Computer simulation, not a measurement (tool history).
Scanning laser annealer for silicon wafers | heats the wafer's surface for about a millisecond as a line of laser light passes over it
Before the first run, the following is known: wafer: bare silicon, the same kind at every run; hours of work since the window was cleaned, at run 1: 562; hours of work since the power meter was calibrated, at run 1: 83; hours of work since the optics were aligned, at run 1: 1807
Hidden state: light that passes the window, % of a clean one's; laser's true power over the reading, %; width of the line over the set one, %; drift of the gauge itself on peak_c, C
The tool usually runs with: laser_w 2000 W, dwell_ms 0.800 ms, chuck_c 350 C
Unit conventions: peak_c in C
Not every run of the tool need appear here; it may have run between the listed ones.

run	day	laser_w	dwell_ms	chuck_c	hours of work since the window was cleaned	hours of work since the power meter was calibrated	hours of work since the optics were aligned	peak_c
1	0.000	2000	0.800	350	562	83	1807	1157
2	1.433	2000	0.800	350	587	108	1832	1157
3	2.654	2000	0.800	350	609	130	1854	1154
# day 3.112: optics aligned, line set to its width
4	3.779	2000	0.611	350	625	146	12	1088
5	5.075	2000	0.817	350	648	169	35	1181
6	6.783	2000	0.800	377	679	200	65	1197
7	8.188	2000	0.800	315	704	225	90	1140
8	9.654	2000	0.800	350	730	251	117	1174
9	11.029	2000	0.799	350	754	276	141	1165
10	12.496	1831	0.800	350	781	302	167	1087
11	13.392	1831	0.800	350	797	318	183	1085
12	14.821	1831	0.611	350	822	343	209	1008
13	16.767	2000	0.800	386	857	378	243	1206
14	18.279	2000	0.800	344	884	405	270	1164
15	20.175	2000	0.800	344	917	439	304	1162
16	21.738	2000	0.800	344	945	466	332	1158
# day 23.146: window over the wafer cleaned
17	23.275	2000	0.800	377	2	492	358	1212
18	24.125	2000	0.800	377	17	508	373	1212
19	24.954	2000	0.800	377	32	522	388	1208
20	25.821	2156	0.800	350	48	538	403	1263
21	27.125	2000	0.800	350	71	561	427	1182
22	28.300	1733	0.904	313	92	582	448	1046
23	29.629	1733	0.904	313	116	606	471	1047
24	31.338	1851	0.709	339	146	636	502	1054
25	33.046	1851	0.709	339	176	667	532	1052
26	34.542	1851	0.709	339	203	693	559	1052
27	36.404	1770	0.814	339	236	726	592	1057
28	37.938	1835	0.617	354	264	754	619	1023
29	38.796	1835	0.617	354	279	769	635	1021
30	40.358	1835	0.617	354	307	797	662	1017
31	41.912	1835	0.617	354	335	825	690	1022
32	43.275	1820	0.762	376	359	849	715	1095
33	44.296	1820	0.872	378	377	867	733	1139
34	46.112	1886	0.573	350	409	900	765	1017
35	47.896	2000	0.949	350	441	931	797	1229
36	49.129	2000	0.949	350	463	953	819	1227
37	50.212	2024	0.800	326	483	973	838	1159
38	51.429	2145	0.906	315	504	994	860	1256
39	52.529	1844	0.869	351	524	1014	879	1115
40	54.296	1844	0.869	351	555	1045	911	1119
41	55.838	1844	0.936	351	583	1073	938	1143
42	56.767	1844	0.936	351	599	1089	955	1141

Consider 3 possible next runs. They are alternatives, not a sequence: every one starts from the tool as it was left by run 42. What does each give?
A	58.225	1844	0.973	351	625	1115	981	?
B	58.225	1721	0.729	337	625	1115	981	?
C	58.225	1959	0.936	331	625	1115	981	?

run	peak_c
A	1152
B	988
C	1179
With no hidden state in the tool, these same runs would have given:
run	peak_c
A	1180
B	1011
C	1208
